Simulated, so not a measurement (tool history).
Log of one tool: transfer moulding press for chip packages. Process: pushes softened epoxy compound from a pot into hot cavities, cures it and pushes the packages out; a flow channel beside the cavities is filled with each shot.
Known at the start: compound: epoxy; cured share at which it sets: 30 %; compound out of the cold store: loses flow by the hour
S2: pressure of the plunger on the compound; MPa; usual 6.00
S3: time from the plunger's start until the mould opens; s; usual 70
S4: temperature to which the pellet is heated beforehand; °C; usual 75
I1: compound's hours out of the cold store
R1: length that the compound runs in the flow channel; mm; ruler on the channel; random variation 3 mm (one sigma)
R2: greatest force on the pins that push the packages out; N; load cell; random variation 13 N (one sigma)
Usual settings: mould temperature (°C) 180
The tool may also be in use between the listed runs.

run 1 hour=0.0 | mould_temperature_(°C)=180 S2=6.00 S3=70 S4=75 | I1=33.5 | R1=782 R2=740
run 2 hour=27.1 | mould_temperature_(°C)=180 S2=6.00 S3=70 S4=75 | I1=26.1 | R1=790 R2=914
-- hour=35.7 cavities cleaned with cleaning compound and waxed
run 3 hour=61.1 | mould_temperature_(°C)=180 S2=6.00 S3=70 S4=65 | I1=48.0 | R1=743 R2=868
-- hour=78.2 cavities cleaned with cleaning compound and waxed
run 4 hour=83.7 | mould_temperature_(°C)=180 S2=6.00 S3=70 S4=65 | I1=47.9 | R1=735 R2=708
-- hour=120.2 cavities cleaned with cleaning compound and waxed
run 5 hour=126.5 | mould_temperature_(°C)=180 S2=6.00 S3=70 S4=65 | I1=8.8 | R1=823 R2=762
-- hour=160.1 plunger's sealing rings changed
run 6 hour=160.1 | mould_temperature_(°C)=180 S2=6.00 S3=70 S4=75 | I1=47.0 | R1=777 R2=899
-- hour=164.6 cavities cleaned with cleaning compound and waxed
run 7 hour=196.8 | mould_temperature_(°C)=180 S2=6.00 S3=70 S4=75 | I1=44.3 | R1=781 R2=925
-- hour=205.0 cavities cleaned with cleaning compound and waxed
run 8 hour=238.6 | mould_temperature_(°C)=180 S2=6.00 S3=70 S4=68 | I1=36.5 | R1=798 R2=897
-- hour=246.2 cavities cleaned with cleaning compound and waxed
run 9 hour=272.0 | mould_temperature_(°C)=180 S2=6.00 S3=70 S4=68 | I1=37.5 | R1=787 R2=896
-- hour=288.6 cavities cleaned with cleaning compound and waxed
run 10 hour=315.4 | mould_temperature_(°C)=181 S2=6.00 S3=89 S4=68 | I1=34.3 | R1=785 R2=620
-- hour=330.0 cavities cleaned with cleaning compound and waxed
run 11 hour=348.1 | mould_temperature_(°C)=181 S2=6.00 S3=89 S4=68 | I1=47.3 | R1=756 R2=591
-- hour=371.2 cavities cleaned with cleaning compound and waxed
run 12 hour=377.7 | mould_temperature_(°C)=175 S2=6.60 S3=93 S4=71 | I1=33.3 | R1=832 R2=568
run 13 hour=407.0 | mould_temperature_(°C)=186 S2=6.00 S3=62 S4=76 | I1=47.5 | R1=732 R2=826
-- hour=411.6 cavities cleaned with cleaning compound and waxed
run 14 hour=440.7 | mould_temperature_(°C)=179 S2=6.00 S3=93 S4=76 | I1=22.6 | R1=803 R2=607
-- hour=454.3 cavities cleaned with cleaning compound and waxed
run 15 hour=466.9 | mould_temperature_(°C)=174 S2=5.64 S3=93 S4=76 | I1=47.7 | R1=721 R2=601
-- hour=497.6 cavities cleaned with cleaning compound and waxed
run 16 hour=503.0 | mould_temperature_(°C)=173 S2=6.00 S3=80 S4=74 | I1=37.9 | R1=763 R2=808

4 ways to go on from here, each from the tool as it stands after run 16. What would each give?
-- hour=520.2 plunger's sealing rings changed
-- hour=542.1 cavities cleaned with cleaning compound and waxed
run A hour=544.9 | mould_temperature_(°C)=181 S2=5.86 S3=70 S4=75 | I1=29.3 | R1=? R2=?
-- hour=520.2 plunger's sealing rings changed
-- hour=542.1 cavities cleaned with cleaning compound and waxed
run B hour=544.9 | mould_temperature_(°C)=180 S2=6.59 S3=64 S4=75 | I1=39.1 | R1=? R2=?
-- hour=520.2 plunger's sealing rings changed
-- hour=542.1 cavities cleaned with cleaning compound and waxed
run C hour=544.9 | mould_temperature_(°C)=181 S2=6.00 S3=70 S4=68 | I1=23.4 | R1=? R2=?
-- hour=520.2 plunger's sealing rings changed
-- hour=542.1 cavities cleaned with cleaning compound and waxed
run D hour=544.9 | mould_temperature_(°C)=174 S2=6.33 S3=80 S4=81 | I1=8.0 | R1=? R2=?

run=A R1=806 R2=639
run=B R1=832 R2=820
run=C R1=837 R2=649
run=D R1=910 R2=739
Without the tool's hidden state the same runs would have given:
run=A R1=811 R2=620
run=B R1=836 R2=799
run=C R1=842 R2=631
run=D R1=915 R2=720
